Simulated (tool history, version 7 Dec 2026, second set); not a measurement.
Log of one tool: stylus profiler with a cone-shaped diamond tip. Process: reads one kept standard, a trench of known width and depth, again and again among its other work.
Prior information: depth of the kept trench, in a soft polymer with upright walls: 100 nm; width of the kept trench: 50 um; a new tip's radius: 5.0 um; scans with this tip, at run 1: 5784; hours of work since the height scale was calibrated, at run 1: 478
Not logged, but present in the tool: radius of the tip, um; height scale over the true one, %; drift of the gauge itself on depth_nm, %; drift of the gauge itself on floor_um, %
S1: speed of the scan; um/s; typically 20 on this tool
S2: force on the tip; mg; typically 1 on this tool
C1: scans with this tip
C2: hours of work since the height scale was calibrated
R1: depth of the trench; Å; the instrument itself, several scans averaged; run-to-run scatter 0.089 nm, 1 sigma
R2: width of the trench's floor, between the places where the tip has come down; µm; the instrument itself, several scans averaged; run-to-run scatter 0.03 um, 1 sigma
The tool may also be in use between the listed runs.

run   hour  S1    S2    C1   C2      R1     R2
  1      0  20     1  5784  478  1006.5  47.95
  2    6.7  20     1  5848  483  1006.7  47.94
  3   13.2  20     1  5911  488  1007.4  47.91
  4   23.2  20  0.49  6008  496  1004.9  47.88
  5   32.1  25  0.49  6093  503  1003.9  47.81
  6   38.8  20  1.53  6157  508  1008.5  47.92
  7   54.2  20  1.53  6305  521  1008.1  47.96
  8   64.3  20  1.53  6402  529  1007.4   47.9
  9   76.2  20  1.53  6517  538    1008  47.94
 10   88.7  20  1.53  6637  548  1007.9  47.94
 11  100.5  26     1  6751  557  1007.6  47.87
 12  109.9  20     1  6841  565  1006.7  47.91
 13    125  20     1  6987  577  1005.9  47.88
 14  131.4  14     1  7048  582  1006.2  47.94
 15  146.7  15     1  7195  594  1005.8  47.98
 16  156.5  15     1  7289  602  1006.7  47.98
 17  163.5  15     1  7357  607  1007.5  47.92
 18  172.1  49  1.25  7439  614  1008.4   47.8
 19  181.6  49  1.25  7531  622  1008.3  47.78
 20  190.3  35  1.09  7615  629  1007.2   47.9
 21  201.4  35  1.09  7721  637  1007.5  47.84
 22  208.6  64  1.73  7790  643  1008.6  47.75
 23  221.5  38  0.73  7914  653  1005.5  47.79
 24  228.7  38  0.73  7984  659  1005.6  47.78
 25  243.3  74   0.4  8124  671  1002.6  47.47
 26    255  74   0.4  8236  680  1003.6  47.47

The next listed run, before its measurement:
 27  265.5  74  1.21  8338  688   ?   ?

R1: 1008.4 Å
R2: 47.66 µm
Take away the tool's hidden state, keep the run-to-run variation as it was, and the same run would have given R1 1008.3 Å, R2 47.67 µm.
